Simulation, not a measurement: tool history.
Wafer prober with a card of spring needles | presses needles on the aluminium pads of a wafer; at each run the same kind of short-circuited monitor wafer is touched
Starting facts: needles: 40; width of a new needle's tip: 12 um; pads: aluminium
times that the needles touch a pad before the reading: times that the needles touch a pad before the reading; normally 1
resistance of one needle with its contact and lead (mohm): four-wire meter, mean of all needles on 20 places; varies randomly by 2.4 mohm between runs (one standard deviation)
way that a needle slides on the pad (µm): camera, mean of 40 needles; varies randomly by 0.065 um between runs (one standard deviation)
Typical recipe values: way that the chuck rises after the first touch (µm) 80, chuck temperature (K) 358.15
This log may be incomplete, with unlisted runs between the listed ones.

run,day,way that the chuck rises after the first touch (µm),chuck temperature (K),times that the needles touch a pad before the reading,resistance of one needle with its contact and lead (mohm),way that a needle slides on the pad (µm)
1,0,80,358.15,1,273,11.3
# day 0.267: tips cleaned on abrasive film
2,0.479,80,358.15,1,282,11.38
# day 0.533: tips cleaned on abrasive film
# day 0.8: tips cleaned on abrasive film
# day 1.017: tips cleaned on abrasive film
# day 1.288: tips cleaned on abrasive film
# day 1.554: tips cleaned on abrasive film
3,1.633,80,358.15,1,277,11.27
# day 1.8: tips cleaned on abrasive film
# day 2.062: tips cleaned on abrasive film
4,2.179,88,358.15,1,276,12.44
# day 2.288: tips cleaned on abrasive film
# day 2.558: tips cleaned on abrasive film
# day 2.829: tips cleaned on abrasive film
# day 3.088: tips cleaned on abrasive film
5,3.292,80,344.15,1,279,11.26
# day 3.35: tips cleaned on abrasive film
# day 3.617: tips cleaned on abrasive film
# day 3.888: tips cleaned on abrasive film
# day 4.15: tips cleaned on abrasive film
# day 4.412: tips cleaned on abrasive film
6,4.438,80,344.15,1,273,11.15
# day 4.654: tips cleaned on abrasive film
# day 4.925: tips cleaned on abrasive film
7,4.929,80,358.15,1,274,11.21
# day 5.142: tips cleaned on abrasive film
# day 5.358: tips cleaned on abrasive film
8,5.538,80,358.15,1,282,11.12
# day 5.596: tips cleaned on abrasive film
# day 5.862: tips cleaned on abrasive film
# day 6.079: tips cleaned on abrasive film
# day 6.35: tips cleaned on abrasive film
# day 6.596: tips cleaned on abrasive film
9,6.596,80,307.15,1,259,11.25
# day 6.867: tips cleaned on abrasive film
# day 7.138: tips cleaned on abrasive film
# day 7.408: tips cleaned on abrasive film
# day 7.679: tips cleaned on abrasive film
10,7.738,80,358.15,1,275,11.14
# day 7.904: tips cleaned on abrasive film
# day 8.171: tips cleaned on abrasive film
# day 8.442: tips cleaned on abrasive film
# day 8.454: height of the first contact set anew
11,8.488,80,358.15,1,276,11.97
# day 8.7: tips cleaned on abrasive film
# day 8.971: tips cleaned on abrasive film
# day 9.238: tips cleaned on abrasive film
12,9.4,80,358.15,1,281,11.79
# day 9.458: tips cleaned on abrasive film
# day 9.729: tips cleaned on abrasive film
# day 9.962: tips cleaned on abrasive film
13,9.962,77,358.15,1,274,11.29
# day 10.233: tips cleaned on abrasive film
# day 10.45: tips cleaned on abrasive film
# day 10.721: tips cleaned on abrasive film
# day 10.988: tips cleaned on abrasive film
14,11.042,77,358.15,1,278,11.26
# day 11.258: tips cleaned on abrasive film
# day 11.475: tips cleaned on abrasive film
15,11.671,96,358.15,1,277,13.97
# day 11.729: tips cleaned on abrasive film
# day 11.946: tips cleaned on abrasive film
# day 12.212: tips cleaned on abrasive film
# day 12.429: tips cleaned on abrasive film
# day 12.696: tips cleaned on abrasive film
16,12.842,76,355.15,3,277,11.09
# day 12.95: tips cleaned on abrasive film
# day 13.221: tips cleaned on abrasive film
# day 13.492: tips cleaned on abrasive film
17,13.604,85,358.15,1,275,12.43
# day 13.712: tips cleaned on abrasive film
# day 13.983: tips cleaned on abrasive film
# day 14.242: tips cleaned on abrasive film
18,14.408,86,312.15,3,263,12.49
# day 14.467: tips cleaned on abrasive film
# day 14.738: tips cleaned on abrasive film
# day 15.008: tips cleaned on abrasive film
# day 15.267: tips cleaned on abrasive film
19,15.267,80,373.15,2,278,11.58
# day 15.538: tips cleaned on abrasive film
# day 15.8: tips cleaned on abrasive film
# day 16.067: tips cleaned on abrasive film
# day 16.333: tips cleaned on abrasive film
20,16.412,80,315.15,2,270,11.56
# day 16.579: tips cleaned on abrasive film
# day 16.85: tips cleaned on abrasive film
21,16.967,74,323.15,1,278,10.55
# day 17.075: tips cleaned on abrasive film
# day 17.342: tips cleaned on abrasive film
22,17.554,63,331.15,1,300,8.84
# day 17.608: tips cleaned on abrasive film
# day 17.875: tips cleaned on abrasive film
# day 18.146: tips cleaned on abrasive film
# day 18.379: tips cleaned on abrasive film
23,18.379,63,331.15,1,274,9.03
# day 18.596: tips cleaned on abrasive film
# day 18.858: tips cleaned on abrasive film
# day 19.125: tips cleaned on abrasive film
# day 19.392: tips cleaned on abrasive film
24,19.417,63,346.15,1,283,8.93
# day 19.629: tips cleaned on abrasive film
# day 19.892: tips cleaned on abrasive film
25,20.058,75,331.15,1,280,10.66
# day 20.112: tips cleaned on abrasive film
# day 20.383: tips cleaned on abrasive film
# day 20.654: tips cleaned on abrasive film
# day 20.921: tips cleaned on abrasive film
26,20.967,74,321.15,3,265,10.29
# day 21.183: tips cleaned on abrasive film
# day 21.454: tips cleaned on abrasive film
27,21.625,74,321.15,3,269,10.29
# day 21.683: tips cleaned on abrasive film
# day 21.95: tips cleaned on abrasive film
# day 22.221: tips cleaned on abrasive film
28,22.4,74,321.15,3,267,10.37

Here are 3 independent what-if runs from the current tool condition. What would each one return?
# day 22.458: tips cleaned on abrasive film
# day 22.675: tips cleaned on abrasive film
# day 22.946: tips cleaned on abrasive film
# day 23.217: tips cleaned on abrasive film
A,23.375,74,342.15,3,?,?
# day 22.458: tips cleaned on abrasive film
# day 22.675: tips cleaned on abrasive film
# day 22.946: tips cleaned on abrasive film
# day 23.217: tips cleaned on abrasive film
B,23.375,76,360.15,2,?,?
# day 22.458: tips cleaned on abrasive film
# day 22.675: tips cleaned on abrasive film
# day 22.946: tips cleaned on abrasive film
# day 23.217: tips cleaned on abrasive film
C,23.375,66,312.15,3,?,?

run,resistance of one needle with its contact and lead (mohm),way that a needle slides on the pad (µm)
A,279,10.36
B,283,10.57
C,273,9.19
With the hidden condition removed and each run's random variation left untouched, the same runs would have given:
run,resistance of one needle with its contact and lead (mohm),way that a needle slides on the pad (µm)
A,268,10.97
B,269,11.18
C,260,9.79
